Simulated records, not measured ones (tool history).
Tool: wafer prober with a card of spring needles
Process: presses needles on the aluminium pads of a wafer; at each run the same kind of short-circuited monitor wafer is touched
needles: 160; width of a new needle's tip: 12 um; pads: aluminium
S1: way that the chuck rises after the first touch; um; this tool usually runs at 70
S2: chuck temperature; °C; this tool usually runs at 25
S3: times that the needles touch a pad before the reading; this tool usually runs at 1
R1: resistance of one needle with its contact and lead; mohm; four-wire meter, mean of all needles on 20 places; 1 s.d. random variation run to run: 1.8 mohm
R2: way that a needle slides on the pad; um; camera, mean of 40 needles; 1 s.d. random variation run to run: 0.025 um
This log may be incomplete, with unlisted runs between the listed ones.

| run | day | S1 | S2 | S3 | R1 | R2 |
|---|---|---|---|---|---|---|
| 1 | 0.000 | 70 | 25 | 1 | 197 | 15.05 |
|  | 0.142 | tips cleaned on abrasive film |
|  | 0.696 | tips cleaned on abrasive film |
|  | 1.388 | tips cleaned on abrasive film |
|  | 2.079 | tips cleaned on abrasive film |
|  | 2.633 | tips cleaned on abrasive film |
|  | 3.329 | tips cleaned on abrasive film |
| 2 | 3.704 | 56 | 25 | 1 | 194 | 11.99 |
|  | 3.983 | tips cleaned on abrasive film |
|  | 4.538 | tips cleaned on abrasive film |
|  | 5.229 | tips cleaned on abrasive film |
|  | 5.242 | height of the first contact set anew |
| 3 | 5.717 | 56 | 25 | 1 | 199 | 12.09 |
|  | 5.858 | tips cleaned on abrasive film |
|  | 6.412 | tips cleaned on abrasive film |
|  | 7.104 | tips cleaned on abrasive film |
| 4 | 7.471 | 56 | 25 | 1 | 196 | 12.06 |
|  | 7.750 | tips cleaned on abrasive film |
|  | 8.442 | tips cleaned on abrasive film |
|  | 8.996 | tips cleaned on abrasive film |
|  | 9.688 | tips cleaned on abrasive film |
| 5 | 9.842 | 70 | 25 | 1 | 194 | 15.07 |
|  | 10.258 | tips cleaned on abrasive film |
|  | 10.950 | tips cleaned on abrasive film |
|  | 11.642 | tips cleaned on abrasive film |
| 6 | 12.008 | 51 | 25 | 1 | 196 | 10.97 |
|  | 12.288 | tips cleaned on abrasive film |
|  | 12.842 | tips cleaned on abrasive film |
|  | 13.533 | tips cleaned on abrasive film |
|  | 14.225 | tips cleaned on abrasive film |
| 7 | 14.542 | 76 | 25 | 1 | 192 | 16.35 |
|  | 14.821 | tips cleaned on abrasive film |
|  | 15.512 | tips cleaned on abrasive film |
|  | 16.067 | tips cleaned on abrasive film |
|  | 16.758 | tips cleaned on abrasive film |
|  | 17.396 | tips cleaned on abrasive film |
| 8 | 17.396 | 89 | 25 | 1 | 193 | 19.17 |
|  | 18.088 | tips cleaned on abrasive film |
|  | 18.642 | tips cleaned on abrasive film |
|  | 19.333 | tips cleaned on abrasive film |
| 9 | 19.600 | 89 | 25 | 1 | 193 | 19.22 |
|  | 20.021 | tips cleaned on abrasive film |
|  | 20.712 | tips cleaned on abrasive film |
|  | 21.404 | tips cleaned on abrasive film |
|  | 22.096 | tips cleaned on abrasive film |
|  | 22.246 | height of the first contact set anew |
|  | 22.800 | tips cleaned on abrasive film |
|  | 23.433 | tips cleaned on abrasive film |
| 10 | 23.433 | 70 | 25 | 1 | 193 | 15.11 |
|  | 24.125 | tips cleaned on abrasive film |
|  | 24.817 | tips cleaned on abrasive film |
|  | 25.512 | tips cleaned on abrasive film |
|  | 26.204 | tips cleaned on abrasive film |
|  | 26.896 | tips cleaned on abrasive film |
| 11 | 27.046 | 70 | 25 | 3 | 194 | 15.14 |
|  | 27.462 | tips cleaned on abrasive film |
|  | 28.154 | tips cleaned on abrasive film |
|  | 28.846 | tips cleaned on abrasive film |
|  | 29.538 | tips cleaned on abrasive film |
|  | 30.092 | tips cleaned on abrasive film |
| 12 | 30.550 | 70 | 25 | 3 | 194 | 15.13 |
|  | 30.692 | tips cleaned on abrasive film |
|  | 31.383 | tips cleaned on abrasive film |
|  | 31.938 | tips cleaned on abrasive film |
|  | 32.629 | tips cleaned on abrasive film |
|  | 33.246 | tips cleaned on abrasive film |
| 13 | 33.246 | 70 | 25 | 3 | 195 | 15.10 |
|  | 33.938 | tips cleaned on abrasive film |
|  | 34.629 | tips cleaned on abrasive film |
|  | 35.321 | tips cleaned on abrasive film |
| 14 | 35.600 | 71 | 85 | 2 | 208 | 15.36 |
|  | 35.879 | tips cleaned on abrasive film |
|  | 36.571 | tips cleaned on abrasive film |
|  | 37.262 | tips cleaned on abrasive film |
|  | 37.950 | tips cleaned on abrasive film |
| 15 | 37.950 | 50 | 92 | 1 | 212 | 10.79 |
|  | 38.646 | tips cleaned on abrasive film |
|  | 39.208 | height of the first contact set anew |
|  | 39.350 | tips cleaned on abrasive film |
|  | 40.042 | tips cleaned on abrasive film |
|  | 40.733 | tips cleaned on abrasive film |
|  | 41.367 | tips cleaned on abrasive film |
| 16 | 41.367 | 87 | 26 | 1 | 194 | 18.84 |
|  | 42.058 | tips cleaned on abrasive film |
|  | 42.750 | tips cleaned on abrasive film |
|  | 43.442 | tips cleaned on abrasive film |
| 17 | 43.842 | 57 | 88 | 2 | 205 | 12.31 |
|  | 44.121 | tips cleaned on abrasive film |
|  | 44.675 | tips cleaned on abrasive film |
|  | 45.367 | tips cleaned on abrasive film |
| 18 | 45.646 | 55 | 88 | 2 | 209 | 11.93 |
|  | 45.925 | tips cleaned on abrasive film |
|  | 46.617 | tips cleaned on abrasive film |
|  | 47.171 | tips cleaned on abrasive film |
|  | 47.862 | tips cleaned on abrasive film |
|  | 48.554 | tips cleaned on abrasive film |
| 19 | 48.700 | 55 | 88 | 2 | 211 | 11.92 |
|  | 49.112 | tips cleaned on abrasive film |
|  | 49.804 | tips cleaned on abrasive film |
|  | 50.496 | tips cleaned on abrasive film |
|  | 51.192 | tips cleaned on abrasive film |
|  | 51.883 | tips cleaned on abrasive film |
| 20 | 52.379 | 55 | 88 | 2 | 212 | 11.94 |
|  | 52.521 | tips cleaned on abrasive film |
|  | 53.212 | tips cleaned on abrasive film |
|  | 53.767 | tips cleaned on abrasive film |
|  | 54.458 | tips cleaned on abrasive film |
|  | 55.150 | tips cleaned on abrasive film |
| 21 | 55.421 | 55 | 88 | 2 | 211 | 11.90 |
|  | 55.838 | tips cleaned on abrasive film |
|  | 56.262 | height of the first contact set anew |
|  | 56.542 | tips cleaned on abrasive film |
|  | 57.233 | tips cleaned on abrasive film |
| 22 | 57.696 | 71 | 25 | 1 | 197 | 15.35 |
|  | 57.838 | tips cleaned on abrasive film |
|  | 58.529 | tips cleaned on abrasive film |
|  | 59.221 | tips cleaned on abrasive film |
|  | 59.917 | tips cleaned on abrasive film |
| 23 | 60.367 | 71 | 25 | 1 | 195 | 15.36 |
|  | 60.508 | tips cleaned on abrasive film |
|  | 61.062 | tips cleaned on abrasive film |
|  | 61.758 | tips cleaned on abrasive film |
|  | 62.450 | tips cleaned on abrasive film |
|  | 63.004 | tips cleaned on abrasive film |
|  | 63.696 | tips cleaned on abrasive film |
| 24 | 64.100 | 76 | 106 | 2 | 212 | 16.49 |

5 ways to go on from here, each from the tool as it stands after run 24. What would each give?
|  | 64.379 | tips cleaned on abrasive film |
|  | 65.071 | tips cleaned on abrasive film |
|  | 65.762 | tips cleaned on abrasive film |
| A | 65.950 | 76 | 112 | 1 | ? | ? |
|  | 64.379 | tips cleaned on abrasive film |
|  | 65.071 | tips cleaned on abrasive film |
|  | 65.762 | tips cleaned on abrasive film |
| B | 65.950 | 84 | 56 | 1 | ? | ? |
|  | 64.379 | tips cleaned on abrasive film |
|  | 65.071 | tips cleaned on abrasive film |
|  | 65.762 | tips cleaned on abrasive film |
| C | 65.950 | 55 | 106 | 2 | ? | ? |
|  | 64.379 | tips cleaned on abrasive film |
|  | 65.071 | tips cleaned on abrasive film |
|  | 65.762 | tips cleaned on abrasive film |
| D | 65.950 | 70 | 60 | 1 | ? | ? |
|  | 64.379 | tips cleaned on abrasive film |
|  | 65.071 | tips cleaned on abrasive film |
|  | 65.762 | tips cleaned on abrasive film |
| E | 65.950 | 76 | 106 | 2 | ? | ? |

| run | R1 | R2 |
|---|---|---|
| A | 216 | 16.46 |
| B | 202 | 18.20 |
| C | 216 | 11.94 |
| D | 201 | 15.17 |
| E | 209 | 16.48 |
Had the tool no hidden state, the same runs would have come out as:
| run | R1 | R2 |
|---|---|---|
| A | 216 | 16.32 |
| B | 201 | 18.04 |
| C | 216 | 11.84 |
| D | 201 | 15.04 |
| E | 209 | 16.34 |
